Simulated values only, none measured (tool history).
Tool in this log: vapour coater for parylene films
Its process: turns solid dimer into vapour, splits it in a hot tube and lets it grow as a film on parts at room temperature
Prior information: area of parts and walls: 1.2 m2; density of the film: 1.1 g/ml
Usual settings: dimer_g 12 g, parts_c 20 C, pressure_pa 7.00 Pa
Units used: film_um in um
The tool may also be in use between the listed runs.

{"run": 1, "day": 0.0, "dimer_g": 12, "parts_c": 20, "pressure_pa": 7.0, "film_um": 4.13}
{"run": 2, "day": 0.725, "dimer_g": 12, "parts_c": 20, "pressure_pa": 2.41, "film_um": 4.5}
{"run": 3, "day": 1.958, "dimer_g": 12, "parts_c": 20, "pressure_pa": 6.14, "film_um": 4.19}
{"run": 4, "day": 2.892, "dimer_g": 12, "parts_c": 20, "pressure_pa": 7.0, "film_um": 4.1}
{"run": 5, "day": 4.092, "dimer_g": 12, "parts_c": 23, "pressure_pa": 7.0, "film_um": 3.86}
{"run": 6, "day": 5.0, "dimer_g": 12, "parts_c": 23, "pressure_pa": 7.0, "film_um": 3.86}
{"run": 7, "day": 6.029, "dimer_g": 8, "parts_c": 20, "pressure_pa": 7.0, "film_um": 2.69}
{"run": 8, "day": 6.971, "dimer_g": 8, "parts_c": 20, "pressure_pa": 7.0, "film_um": 2.68}
{"run": 9, "day": 7.717, "dimer_g": 12, "parts_c": 20, "pressure_pa": 7.0, "film_um": 4.04}
{"run": 10, "day": 9.35, "dimer_g": 12, "parts_c": 20, "pressure_pa": 7.0, "film_um": 4.03}
{"day": 9.667, "done": "trap's valve overhauled"}
{"run": 11, "day": 10.792, "dimer_g": 10, "parts_c": 21, "pressure_pa": 9.88, "film_um": 3.03}
{"run": 12, "day": 11.546, "dimer_g": 10, "parts_c": 21, "pressure_pa": 9.88, "film_um": 2.99}
{"run": 13, "day": 12.888, "dimer_g": 12, "parts_c": 20, "pressure_pa": 2.01, "film_um": 4.28}
{"day": 14.15, "done": "trap's valve overhauled, once more"}
{"run": 14, "day": 14.271, "dimer_g": 19, "parts_c": 13, "pressure_pa": 7.0, "film_um": 7.94}
{"run": 15, "day": 15.038, "dimer_g": 12, "parts_c": 14, "pressure_pa": 7.0, "film_um": 4.81}

Here are 3 independent what-if runs from the current tool condition. What would each one return?
{"run": "A", "day": 16.312, "dimer_g": 16, "parts_c": 20, "pressure_pa": 7.0, "film_um": "?"}
{"run": "B", "day": 16.312, "dimer_g": 12, "parts_c": 14, "pressure_pa": 7.0, "film_um": "?"}
{"run": "C", "day": 16.312, "dimer_g": 8, "parts_c": 14, "pressure_pa": 4.23, "film_um": "?"}

run=A film_um=5.90
run=B film_um=4.84
run=C film_um=3.37
With the hidden condition removed and each run's random variation left untouched, the same runs would have given:
run=A film_um=5.92
run=B film_um=4.86
run=C film_um=3.38
